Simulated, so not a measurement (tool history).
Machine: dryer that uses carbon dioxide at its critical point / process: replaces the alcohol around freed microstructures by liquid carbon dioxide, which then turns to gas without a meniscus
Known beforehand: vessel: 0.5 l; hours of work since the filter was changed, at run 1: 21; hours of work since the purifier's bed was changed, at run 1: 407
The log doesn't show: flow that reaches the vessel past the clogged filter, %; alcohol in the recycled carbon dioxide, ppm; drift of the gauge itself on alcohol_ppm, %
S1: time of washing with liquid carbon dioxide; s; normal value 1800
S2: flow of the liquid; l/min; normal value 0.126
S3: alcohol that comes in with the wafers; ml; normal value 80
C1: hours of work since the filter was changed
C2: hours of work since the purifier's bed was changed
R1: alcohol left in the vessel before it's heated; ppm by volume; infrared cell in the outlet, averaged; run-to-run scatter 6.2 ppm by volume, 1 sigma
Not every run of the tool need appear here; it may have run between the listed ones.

run	day	S1	S2	S3	C1	C2	R1
1	0	1800	0.126	80	21	407	293
2	1.6	1800	0.126	80	33	419	288
3	2.367	1800	0.126	80	38	424	302
4	3.462	1800	0.105	80	46	432	832
5	5.258	1800	0.105	80	60	446	860
6	6.692	1800	0.105	80	70	456	854
7	7.45	1800	0.105	80	76	462	843
8	8.533	1800	0.105	80	84	470	870
9	10.354	1800	0.126	80	97	483	323
10	11.617	1800	0.126	44	106	492	188
11	13.029	1800	0.126	66	117	503	275
12	14.454	1800	0.126	80	127	513	325
13	15.929	1800	0.126	80	138	524	329
14	17.317	1800	0.126	80	148	534	340
15	19.108	1680	0.083	28	162	548	1258
16	20.517	1680	0.114	59	172	558	636
17	22.075	1680	0.114	34	183	569	398
18	23.246	1680	0.092	40	192	578	1255
19	24.7	1680	0.092	40	203	589	1229
20	26.475	1680	0.145	40	216	602	148
21	27.6	1800	0.194	48	224	610	60
22	29.121	1140	0.106	32	235	621	2421
23	30.979	2460	0.107	38	249	635	111
24	32.458	2040	0.082	80	260	646	1859
25	33.908	2040	0.082	80	271	657	1881
26	35.183	1320	0.126	24	280	666	575
27	36.717	1320	0.104	24	291	677	1241

Difference, measured minus no-hidden-state, one row per run. Run-to-run variation is common to both terms; the gauge's own scatter need not be:
run	R1
1	+43
2	+47
3	+50
4	+74
5	+84
6	+92
7	+95
8	+103
9	+71
10	+57
11	+71
12	+81
13	+83
14	+88
15	+168
16	+133
17	+103
18	+209
19	+213
20	+72
21	+54
22	+353
23	+69
24	+388
25	+401
26	+160
27	+261
